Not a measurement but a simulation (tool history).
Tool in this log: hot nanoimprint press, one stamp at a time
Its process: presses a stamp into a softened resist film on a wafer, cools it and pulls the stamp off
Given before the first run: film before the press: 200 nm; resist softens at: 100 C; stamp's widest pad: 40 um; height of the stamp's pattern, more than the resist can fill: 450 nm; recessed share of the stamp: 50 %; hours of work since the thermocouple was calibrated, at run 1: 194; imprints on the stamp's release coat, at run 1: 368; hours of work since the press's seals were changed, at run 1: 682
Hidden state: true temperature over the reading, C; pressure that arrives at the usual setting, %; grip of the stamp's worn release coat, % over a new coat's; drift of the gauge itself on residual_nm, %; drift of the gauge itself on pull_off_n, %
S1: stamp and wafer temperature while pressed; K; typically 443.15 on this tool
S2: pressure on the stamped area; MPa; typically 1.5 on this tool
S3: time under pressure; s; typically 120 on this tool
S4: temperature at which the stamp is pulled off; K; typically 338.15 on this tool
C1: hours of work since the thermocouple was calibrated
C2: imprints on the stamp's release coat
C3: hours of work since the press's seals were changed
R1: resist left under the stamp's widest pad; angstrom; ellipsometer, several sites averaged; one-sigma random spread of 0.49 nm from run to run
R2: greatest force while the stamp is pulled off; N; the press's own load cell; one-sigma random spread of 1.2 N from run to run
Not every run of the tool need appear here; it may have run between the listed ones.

run 1 day=0 | S1=443.15 S2=1.5 S3=120 S4=338.15 | C1=194 C2=368 C3=682 | R1=1200 R2=177
run 2 day=0.804 | S1=443.15 S2=1.5 S3=138 S4=338.15 | C1=208 C2=417 C3=695 | R1=1157 R2=181
run 3 day=1.829 | S1=443.15 S2=1.24 S3=120 S4=338.15 | C1=225 C2=478 C3=713 | R1=1306 R2=183
run 4 day=2.862 | S1=443.15 S2=1.24 S3=120 S4=338.15 | C1=243 C2=540 C3=731 | R1=1321 R2=183
-- day=3.217 stamp cleaned and given a new release coat
run 5 day=4.4 | S1=438.15 S2=1.5 S3=120 S4=338.15 | C1=265 C2=71 C3=753 | R1=1400 R2=172
run 6 day=5.517 | S1=443.15 S2=1.5 S3=104 S4=338.15 | C1=284 C2=138 C3=772 | R1=1263 R2=172
run 7 day=6.162 | S1=443.15 S2=1.5 S3=120 S4=338.15 | C1=295 C2=177 C3=783 | R1=1216 R2=175
run 8 day=6.842 | S1=443.15 S2=1.5 S3=120 S4=338.15 | C1=307 C2=217 C3=795 | R1=1215 R2=174
run 9 day=8.088 | S1=443.15 S2=1.5 S3=120 S4=338.15 | C1=328 C2=292 C3=816 | R1=1220 R2=179
run 10 day=9.071 | S1=443.15 S2=1.5 S3=120 S4=338.15 | C1=345 C2=351 C3=833 | R1=1223 R2=183
run 11 day=9.679 | S1=443.15 S2=1.5 S3=120 S4=338.15 | C1=355 C2=387 C3=843 | R1=1234 R2=181
run 12 day=10.904 | S1=443.15 S2=1.5 S3=120 S4=338.15 | C1=376 C2=460 C3=864 | R1=1226 R2=184
run 13 day=12.121 | S1=443.15 S2=1.63 S3=81 S4=338.15 | C1=397 C2=533 C3=885 | R1=1319 R2=188
-- day=12.342 plate thermocouple calibrated
-- day=12.733 stamp cleaned and given a new release coat
run 14 day=13.5 | S1=434.15 S2=1.63 S3=81 S4=338.15 | C1=16 C2=45 C3=903 | R1=1665 R2=175
run 15 day=14.533 | S1=434.15 S2=1.63 S3=81 S4=336.15 | C1=33 C2=107 C3=920 | R1=1663 R2=184
run 16 day=15.092 | S1=434.15 S2=1.63 S3=81 S4=336.15 | C1=43 C2=141 C3=930 | R1=1667 R2=186
run 17 day=15.717 | S1=444.15 S2=1.17 S3=144 S4=338.15 | C1=54 C2=178 C3=941 | R1=1289 R2=182
-- day=17.021 plate thermocouple calibrated, once more
run 18 day=17.042 | S1=443.15 S2=1.5 S3=126 S4=338.15 | C1=0 C2=250 C3=961 | R1=1195 R2=176
run 19 day=18.017 | S1=443.15 S2=1.5 S3=126 S4=338.15 | C1=17 C2=309 C3=978 | R1=1189 R2=176

For each entry between runs, how does the tool's hidden state at the last listed run before it compare with that at the first listed run after it?
From run 4 to run 5: stamp cleaned and given a new release coat (day 3.217)
  true temperature over the reading, C: -0.51 -> -0.57; pressure that arrives at the usual setting, %: 96.86 -> 96.76; grip of the stamp's worn release coat, % over a new coat's: 9.1 -> 1.2
  what was measured, less what the result would be without the hidden state, R1: +33 -> +40 angstrom; R2: +18 -> +4 N
From run 13 to run 14: plate thermocouple calibrated (day 12.342); stamp cleaned and given a new release coat (day 12.733)
  true temperature over the reading, C: -0.99 -> -1.58; pressure that arrives at the usual setting, %: 96.1 -> 96.02; grip of the stamp's worn release coat, % over a new coat's: 8.9 -> 0.7
  what was measured, less what the result would be without the hidden state, R1: +60 -> +70 angstrom; R2: +20 -> +8 N
From run 17 to run 18: plate thermocouple calibrated, once more (day 17.021)
  true temperature over the reading, C: -1.71 -> -0.22; pressure that arrives at the usual setting, %: 95.84 -> 95.74; grip of the stamp's worn release coat, % over a new coat's: 3 -> 4.2
  what was measured, less what the result would be without the hidden state, R1: +81 -> +31 angstrom; R2: +13 -> +8 N
